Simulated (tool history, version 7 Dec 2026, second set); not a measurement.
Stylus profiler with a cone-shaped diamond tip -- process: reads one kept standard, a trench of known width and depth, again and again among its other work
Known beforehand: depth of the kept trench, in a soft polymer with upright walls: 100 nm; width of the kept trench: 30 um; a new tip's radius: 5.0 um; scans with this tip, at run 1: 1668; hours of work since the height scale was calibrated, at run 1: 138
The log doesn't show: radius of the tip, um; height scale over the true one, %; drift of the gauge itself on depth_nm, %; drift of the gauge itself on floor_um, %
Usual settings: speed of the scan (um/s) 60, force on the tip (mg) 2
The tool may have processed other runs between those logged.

run   hour  speed of the scan (um/s)  force on the tip (mg)  scans with this tip  hours of work since the height scale was calibrated  depth of the trench (nm)  width of the trench's floor (um)
  1      0                        60                      2                 1668                                                  138                    101.32                             27.57
  2   13.2                        60                   1.08                 1759                                                  146                    100.91                             27.52
  3   25.2                        60                   1.08                 1842                                                  153                    100.89                             27.44
  4   41.8                        65                   1.08                 1955                                                  162                    100.88                             27.43
  5   62.5                        60                      2                 2097                                                  174                    101.38                             27.57
  6   81.1                        60                      2                 2225                                                  184                    101.29                             27.65
  7  104.2                        60                      2                 2384                                                  198                    101.26                             27.59
  8  119.7                        30                      2                 2490                                                  206                    101.34                             27.75
  9  136.3                        25                   5.44                 2605                                                  216                    102.49                             27.83
 10  160.6                        40                   2.19                 2771                                                  230                    101.45                             27.77
 11  184.8                        33                      2                 2937                                                  243                    101.37                             27.73
 12  199.8                        33                      2                 3040                                                  252                    101.31                             27.68
 13  213.2                        34                   2.91                 3132                                                  260                    101.75                             27.72

A few steps of depth of the trench (nm) between consecutive runs. Split each: what settings, incoming material and random variation would produce without the hidden state, and what is left over for the hidden state, along with gauge scatter present in only one of the two compared results (measured, and without hidden state):
Run 2 -> 3: no setting changed, nothing entered. depth of the trench (nm) -0.02: hidden state +0.01, all else -0.03.
Run 8 -> 9: speed of the scan (um/s) 30 -> 25, force on the tip (mg) 2 -> 5.44. depth of the trench (nm) +1.15: hidden state -0.01, all else +1.16.
